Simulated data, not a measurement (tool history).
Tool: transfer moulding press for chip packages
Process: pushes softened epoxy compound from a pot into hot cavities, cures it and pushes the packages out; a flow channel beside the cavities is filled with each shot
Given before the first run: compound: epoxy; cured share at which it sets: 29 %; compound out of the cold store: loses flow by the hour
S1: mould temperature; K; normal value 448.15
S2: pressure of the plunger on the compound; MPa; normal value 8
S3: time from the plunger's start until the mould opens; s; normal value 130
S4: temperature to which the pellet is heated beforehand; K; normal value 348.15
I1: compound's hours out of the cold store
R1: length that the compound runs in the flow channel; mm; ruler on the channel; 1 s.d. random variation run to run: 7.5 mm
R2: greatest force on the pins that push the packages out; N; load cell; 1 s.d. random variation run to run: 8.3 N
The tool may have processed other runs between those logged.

{"run": 1, "hour": 0.0, "S1": 448.15, "S2": 8, "S3": 130, "S4": 348.15, "I1": 45.4, "R1": 867, "R2": 355}
{"run": 2, "hour": 92.2, "S1": 448.15, "S2": 8, "S3": 130, "S4": 348.15, "I1": 36.9, "R1": 891, "R2": 362}
{"run": 3, "hour": 157.0, "S1": 448.15, "S2": 8, "S3": 130, "S4": 348.15, "I1": 42.9, "R1": 861, "R2": 363}
{"run": 4, "hour": 215.8, "S1": 448.15, "S2": 8, "S3": 130, "S4": 348.15, "I1": 12.4, "R1": 1024, "R2": 390}
{"run": 5, "hour": 306.2, "S1": 448.15, "S2": 8, "S3": 168, "S4": 348.15, "I1": 47.3, "R1": 843, "R2": 318}
{"run": 6, "hour": 352.6, "S1": 448.15, "S2": 8, "S3": 168, "S4": 348.15, "I1": 44, "R1": 860, "R2": 325}
{"run": 7, "hour": 432.4, "S1": 448.15, "S2": 8, "S3": 168, "S4": 354.15, "I1": 8.2, "R1": 1043, "R2": 324}
{"run": 8, "hour": 491.4, "S1": 448.15, "S2": 8, "S3": 130, "S4": 348.15, "I1": 40.5, "R1": 886, "R2": 354}
{"run": 9, "hour": 536.9, "S1": 448.15, "S2": 8, "S3": 131, "S4": 348.15, "I1": 23.5, "R1": 956, "R2": 367}
{"run": 10, "hour": 622.4, "S1": 448.15, "S2": 8, "S3": 131, "S4": 348.15, "I1": 17.2, "R1": 1012, "R2": 371}
{"run": 11, "hour": 669.6, "S1": 448.15, "S2": 8, "S3": 130, "S4": 356.15, "I1": 30.8, "R1": 912, "R2": 367}
{"run": 12, "hour": 721.2, "S1": 448.15, "S2": 8, "S3": 130, "S4": 356.15, "I1": 11.4, "R1": 1031, "R2": 366}
{"run": 13, "hour": 814.8, "S1": 448.15, "S2": 8, "S3": 130, "S4": 348.15, "I1": 25.9, "R1": 952, "R2": 376}
{"run": 14, "hour": 867.1, "S1": 448.15, "S2": 8, "S3": 130, "S4": 348.15, "I1": 15.8, "R1": 1001, "R2": 389}
{"run": 15, "hour": 941.4, "S1": 448.15, "S2": 8, "S3": 130, "S4": 348.15, "I1": 31.6, "R1": 921, "R2": 380}
{"run": 16, "hour": 990.6, "S1": 448.15, "S2": 8, "S3": 120, "S4": 343.15, "I1": 46.3, "R1": 850, "R2": 380}
{"run": 17, "hour": 1090.0, "S1": 448.15, "S2": 8, "S3": 120, "S4": 343.15, "I1": 8.7, "R1": 1043, "R2": 442}
{"run": 18, "hour": 1167.1, "S1": 452.15, "S2": 7.97, "S3": 121, "S4": 339.15, "I1": 33.4, "R1": 896, "R2": 348}
{"run": 19, "hour": 1211.9, "S1": 453.15, "S2": 9.33, "S3": 112, "S4": 348.15, "I1": 19.2, "R1": 1046, "R2": 383}
{"run": 20, "hour": 1282.8, "S1": 442.15, "S2": 8, "S3": 164, "S4": 348.15, "I1": 32.3, "R1": 929, "R2": 370}
{"run": 21, "hour": 1361.0, "S1": 442.15, "S2": 8, "S3": 164, "S4": 348.15, "I1": 40.2, "R1": 907, "R2": 365}
{"run": 22, "hour": 1459.8, "S1": 444.15, "S2": 8, "S3": 130, "S4": 348.15, "I1": 26.5, "R1": 967, "R2": 459}
{"run": 23, "hour": 1502.7, "S1": 442.15, "S2": 8, "S3": 130, "S4": 352.15, "I1": 29.9, "R1": 954, "R2": 514}
{"run": 24, "hour": 1588.8, "S1": 448.15, "S2": 7.01, "S3": 158, "S4": 348.15, "I1": 30.3, "R1": 874, "R2": 333}
{"run": 25, "hour": 1643.9, "S1": 452.15, "S2": 6.71, "S3": 111, "S4": 343.15, "I1": 45.4, "R1": 782, "R2": 379}
{"run": 26, "hour": 1740.7, "S1": 449.15, "S2": 7.75, "S3": 137, "S4": 339.15, "I1": 13.7, "R1": 988, "R2": 348}
{"run": 27, "hour": 1802.7, "S1": 456.15, "S2": 7.25, "S3": 130, "S4": 348.15, "I1": 24.3, "R1": 886, "R2": 338}
{"run": 28, "hour": 1877.8, "S1": 448.15, "S2": 8.39, "S3": 130, "S4": 350.15, "I1": 18.7, "R1": 1009, "R2": 380}
{"run": 29, "hour": 1932.6, "S1": 448.15, "S2": 8.39, "S3": 130, "S4": 350.15, "I1": 39.6, "R1": 913, "R2": 369}

Between the runs listed above, the log contained 17 entries, not reproduced here. Where in the sequence does each belong, and how does what the log doesn't record of the tool's condition differ from the listed run before to the listed run after?
From run 1 to run 2: cavities cleaned with cleaning compound and waxed (hour 22.4)
  pressure that reaches the compound, % of what is set: 99.72 -> 99.65; grip of the stained cavities, % over clean ones': 1.7 -> 1.1
From run 3 to run 4: cavities cleaned with cleaning compound and waxed (hour 171.2)
  pressure that reaches the compound, % of what is set: 99.61 -> 99.57; grip of the stained cavities, % over clean ones': 1.7 -> 0.8
From run 5 to run 6: cavities cleaned with cleaning compound and waxed (hour 318.3)
  pressure that reaches the compound, % of what is set: 99.5 -> 99.47; grip of the stained cavities, % over clean ones': 1.7 -> 0.7
From run 7 to run 8: cavities cleaned with cleaning compound and waxed (hour 465.2); plunger's sealing rings changed (hour 488.3)
  pressure that reaches the compound, % of what is set: 99.4 -> 99.99; grip of the stained cavities, % over clean ones': 1.5 -> 0.5
From run 9 to run 10: cavities cleaned with cleaning compound and waxed (hour 613.2)
  pressure that reaches the compound, % of what is set: 99.95 -> 99.89; grip of the stained cavities, % over clean ones': 1.1 -> 0.2
From run 12 to run 13: cavities cleaned with cleaning compound and waxed (hour 762.2)
  pressure that reaches the compound, % of what is set: 99.82 -> 99.74; grip of the stained cavities, % over clean ones': 1.5 -> 1
From run 13 to run 14: mould's thermocouples calibrated (hour 866.8)
  true mould temperature over the reading, C: 0.04 -> 0; pressure that reaches the compound, % of what is set: 99.74 -> 99.7; grip of the stained cavities, % over clean ones': 1 -> 1.5
From run 14 to run 15: cavities cleaned with cleaning compound and waxed (hour 909.8)
  true mould temperature over the reading, C: 0 -> 0.01; pressure that reaches the compound, % of what is set: 99.7 -> 99.64; grip of the stained cavities, % over clean ones': 1.5 -> 0.6
From run 16 to run 17: cavities cleaned with cleaning compound and waxed (hour 1057.3)
  pressure that reaches the compound, % of what is set: 99.61 -> 99.53; grip of the stained cavities, % over clean ones': 1.3 -> 0.7
From run 18 to run 19: cavities cleaned with cleaning compound and waxed (hour 1201.8)
  pressure that reaches the compound, % of what is set: 99.48 -> 99.45; grip of the stained cavities, % over clean ones': 1.5 -> 0.3
From run 20 to run 21: plunger's sealing rings changed (hour 1348.8); cavities cleaned with cleaning compound and waxed (hour 1350.3)
  pressure that reaches the compound, % of what is set: 99.38 -> 99.98; grip of the stained cavities, % over clean ones': 1.3 -> 0.3
From run 22 to run 23: cavities cleaned with cleaning compound and waxed (hour 1498.4)
  pressure that reaches the compound, % of what is set: 99.91 -> 99.87; grip of the stained cavities, % over clean ones': 1.5 -> 0.2
From run 24 to run 25: cavities cleaned with cleaning compound and waxed (hour 1643.8)
  pressure that reaches the compound, % of what is set: 99.81 -> 99.77; grip of the stained cavities, % over clean ones': 1.4 -> 0
From run 26 to run 27: cavities cleaned with cleaning compound and waxed (hour 1788.2)
  true mould temperature over the reading, C: 0.03 -> 0.04; pressure that reaches the compound, % of what is set: 99.7 -> 99.65; grip of the stained cavities, % over clean ones': 1.4 -> 0.4
From run 28 to run 29: cavities cleaned with cleaning compound and waxed (hour 1932.6)
  pressure that reaches the compound, % of what is set: 99.6 -> 99.55; grip of the stained cavities, % over clean ones': 1.4 -> 0
